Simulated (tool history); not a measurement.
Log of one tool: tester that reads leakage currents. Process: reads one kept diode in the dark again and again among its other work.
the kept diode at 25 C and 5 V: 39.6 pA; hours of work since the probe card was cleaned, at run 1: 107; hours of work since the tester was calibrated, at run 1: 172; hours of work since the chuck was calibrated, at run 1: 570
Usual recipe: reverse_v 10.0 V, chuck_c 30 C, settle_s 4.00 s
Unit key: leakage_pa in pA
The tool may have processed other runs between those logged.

| run | hour | reverse_v | chuck_c | settle_s | hours of work since the probe card was cleaned | hours of work since the tester was calibrated | hours of work since the chuck was calibrated | leakage_pa |
|---|---|---|---|---|---|---|---|---|
| 1 | 0.0 | 10.0 | 30 | 4.00 | 107 | 172 | 570 | 70.40 |
| 2 | 25.3 | 10.0 | 30 | 4.00 | 123 | 188 | 586 | 70.28 |
| 3 | 60.6 | 7.1 | 30 | 4.00 | 145 | 210 | 608 | 62.35 |
| 4 | 102.1 | 7.1 | 30 | 4.00 | 171 | 236 | 634 | 61.86 |
| 5 | 155.7 | 10.0 | 30 | 4.00 | 204 | 270 | 667 | 70.33 |
| 6 | 208.4 | 10.0 | 30 | 4.00 | 237 | 302 | 700 | 70.21 |
| 7 | 263.1 | 10.0 | 30 | 4.00 | 271 | 337 | 734 | 69.97 |
| 8 | 306.4 | 10.0 | 30 | 4.00 | 299 | 364 | 761 | 69.74 |
| 9 | 333.9 | 10.0 | 30 | 4.00 | 316 | 381 | 778 | 70.05 |
| 10 | 383.9 | 10.0 | 30 | 4.00 | 347 | 412 | 810 | 69.92 |
| 11 | 434.7 | 10.0 | 30 | 4.00 | 379 | 444 | 841 | 69.71 |
| 12 | 461.0 | 10.0 | 30 | 4.00 | 395 | 460 | 858 | 69.51 |
| 13 | 512.8 | 10.0 | 30 | 4.00 | 428 | 493 | 890 | 69.93 |
| 14 | 548.5 | 10.0 | 30 | 4.00 | 450 | 515 | 913 | 69.36 |
| 15 | 572.6 | 10.0 | 30 | 4.00 | 465 | 530 | 928 | 69.57 |
| 16 | 611.0 | 2.6 | 28 | 0.32 | 489 | 554 | 952 | 38.92 |
| 17 | 640.2 | 2.6 | 28 | 0.32 | 507 | 572 | 970 | 39.03 |
| 18 | 692.6 | 2.6 | 28 | 0.32 | 540 | 605 | 1003 | 38.91 |
| 19 | 748.9 | 3.6 | 54 | 4.41 | 575 | 640 | 1038 | 243.23 |
| 20 | 804.3 | 2.2 | 30 | 1.11 | 610 | 675 | 1072 | 39.96 |
| 21 | 852.0 | 12.7 | 30 | 0.32 | 640 | 705 | 1102 | 86.81 |
| 22 | 894.1 | 12.7 | 30 | 0.32 | 666 | 731 | 1129 | 87.13 |
|  | 901.0 | chuck's temperature calibrated |
| 23 | 940.8 | 9.2 | 32 | 3.96 | 694 | 759 | 25 | 86.38 |
| 24 | 971.6 | 9.2 | 32 | 3.96 | 713 | 778 | 44 | 85.86 |
| 25 | 1010.8 | 2.0 | 22 | 0.32 | 738 | 803 | 69 | 25.37 |
| 26 | 1034.0 | 1.8 | 47 | 2.90 | 752 | 817 | 83 | 132.87 |
| 27 | 1086.3 | 2.2 | 32 | 0.65 | 785 | 850 | 116 | 51.75 |
| 28 | 1131.8 | 7.6 | 41 | 0.70 | 813 | 878 | 144 | 150.01 |
| 29 | 1185.5 | 7.6 | 41 | 0.70 | 847 | 912 | 178 | 149.81 |

Branching from run 29: 5 alternative next runs. What would each branch give?
| A | 1210.5 | 10.0 | 59 | 4.78 | 862 | 928 | 193 | ? |
| B | 1210.5 | 3.1 | 39 | 3.73 | 862 | 928 | 193 | ? |
| C | 1210.5 | 6.6 | 37 | 0.83 | 862 | 928 | 193 | ? |
| D | 1210.5 | 10.0 | 30 | 1.02 | 862 | 928 | 193 | ? |
| E | 1210.5 | 3.8 | 30 | 0.57 | 862 | 928 | 193 | ? |

| run | leakage_pa |
|---|---|
| A | 509.04 |
| B | 92.86 |
| C | 108.11 |
| D | 79.72 |
| E | 55.01 |
With no hidden state in the tool, these same runs would have given:
| run | leakage_pa |
|---|---|
| A | 518.75 |
| B | 94.13 |
| C | 107.78 |
| D | 76.43 |
| E | 54.62 |
